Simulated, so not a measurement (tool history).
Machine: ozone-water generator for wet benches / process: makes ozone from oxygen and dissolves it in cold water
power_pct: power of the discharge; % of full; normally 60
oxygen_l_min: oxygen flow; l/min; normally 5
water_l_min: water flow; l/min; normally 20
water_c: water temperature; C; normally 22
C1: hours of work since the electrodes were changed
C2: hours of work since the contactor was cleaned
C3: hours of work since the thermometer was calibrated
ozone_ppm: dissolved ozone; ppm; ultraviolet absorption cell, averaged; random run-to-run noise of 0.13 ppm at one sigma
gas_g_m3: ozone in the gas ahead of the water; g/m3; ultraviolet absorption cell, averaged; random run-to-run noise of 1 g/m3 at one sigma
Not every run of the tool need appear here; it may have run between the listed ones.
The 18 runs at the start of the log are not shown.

run 19 day=23.158 | power_pct=60 oxygen_l_min=4.79 water_l_min=15 water_c=22 | C1=802 C2=962 C3=1974 | ozone_ppm=18 gas_g_m3=169.4
run 20 day=25.004 | power_pct=60 oxygen_l_min=4.79 water_l_min=15 water_c=22 | C1=843 C2=1004 C3=2015 | ozone_ppm=17.9 gas_g_m3=170.9
run 21 day=26.475 | power_pct=60 oxygen_l_min=3.79 water_l_min=15 water_c=24 | C1=876 C2=1037 C3=2048 | ozone_ppm=17.3 gas_g_m3=194.5
run 22 day=27.279 | power_pct=70 oxygen_l_min=3.79 water_l_min=27 water_c=24 | C1=894 C2=1055 C3=2066 | ozone_ppm=10.4 gas_g_m3=210.4
run 23 day=28.838 | power_pct=45 oxygen_l_min=7.11 water_l_min=29 water_c=15 | C1=929 C2=1090 C3=2101 | ozone_ppm=8.9 gas_g_m3=117.5
run 24 day=30.154 | power_pct=45 oxygen_l_min=7.11 water_l_min=29 water_c=15 | C1=959 C2=1120 C3=2131 | ozone_ppm=9 gas_g_m3=117.3
run 25 day=31.925 | power_pct=45 oxygen_l_min=7.11 water_l_min=29 water_c=15 | C1=999 C2=1159 C3=2171 | ozone_ppm=8.8 gas_g_m3=118.4
run 26 day=32.921 | power_pct=60 oxygen_l_min=5.04 water_l_min=20 water_c=22 | C1=1021 C2=1182 C3=2193 | ozone_ppm=13.7 gas_g_m3=163.6
run 27 day=33.962 | power_pct=60 oxygen_l_min=5.04 water_l_min=20 water_c=22 | C1=1045 C2=1205 C3=2216 | ozone_ppm=13.5 gas_g_m3=166.6
run 28 day=35.621 | power_pct=60 oxygen_l_min=5.04 water_l_min=20 water_c=22 | C1=1082 C2=1242 C3=2254 | ozone_ppm=13.6 gas_g_m3=165.6
run 29 day=36.892 | power_pct=43 oxygen_l_min=5 water_l_min=20 water_c=24 | C1=1110 C2=1271 C3=2282 | ozone_ppm=10.9 gas_g_m3=137.2
run 30 day=38.429 | power_pct=47 oxygen_l_min=3.6 water_l_min=20 water_c=27 | C1=1145 C2=1306 C3=2317 | ozone_ppm=10.9 gas_g_m3=173.2
run 31 day=40.075 | power_pct=47 oxygen_l_min=3.6 water_l_min=20 water_c=27 | C1=1182 C2=1343 C3=2354 | ozone_ppm=11 gas_g_m3=170
run 32 day=41.075 | power_pct=60 oxygen_l_min=2.89 water_l_min=19 water_c=27 | C1=1204 C2=1365 C3=2376 | ozone_ppm=12.8 gas_g_m3=223.4

Predict each of these 4 candidate next runs independently; none follows another, all start after run 32:
run A day=41.942 | power_pct=60 oxygen_l_min=2.89 water_l_min=19 water_c=27 | C1=1224 C2=1384 C3=2396 | ozone_ppm=? gas_g_m3=?
run B day=41.942 | power_pct=45 oxygen_l_min=5 water_l_min=20 water_c=22 | C1=1224 C2=1384 C3=2396 | ozone_ppm=? gas_g_m3=?
run C day=41.942 | power_pct=69 oxygen_l_min=8.52 water_l_min=20 water_c=23 | C1=1224 C2=1384 C3=2396 | ozone_ppm=? gas_g_m3=?
run D day=41.942 | power_pct=89 oxygen_l_min=5 water_l_min=20 water_c=22 | C1=1224 C2=1384 C3=2396 | ozone_ppm=? gas_g_m3=?

run=A ozone_ppm=13.1 gas_g_m3=220.3
run=B ozone_ppm=11.6 gas_g_m3=140
run=C ozone_ppm=13.7 gas_g_m3=133.2
run=D ozone_ppm=16.7 gas_g_m3=205.8
Without the tool's unlogged condition, the same runs would have read:
run=A ozone_ppm=14.4 gas_g_m3=234
run=B ozone_ppm=12.6 gas_g_m3=147.1
run=C ozone_ppm=15.1 gas_g_m3=142.3
run=D ozone_ppm=18.6 gas_g_m3=222

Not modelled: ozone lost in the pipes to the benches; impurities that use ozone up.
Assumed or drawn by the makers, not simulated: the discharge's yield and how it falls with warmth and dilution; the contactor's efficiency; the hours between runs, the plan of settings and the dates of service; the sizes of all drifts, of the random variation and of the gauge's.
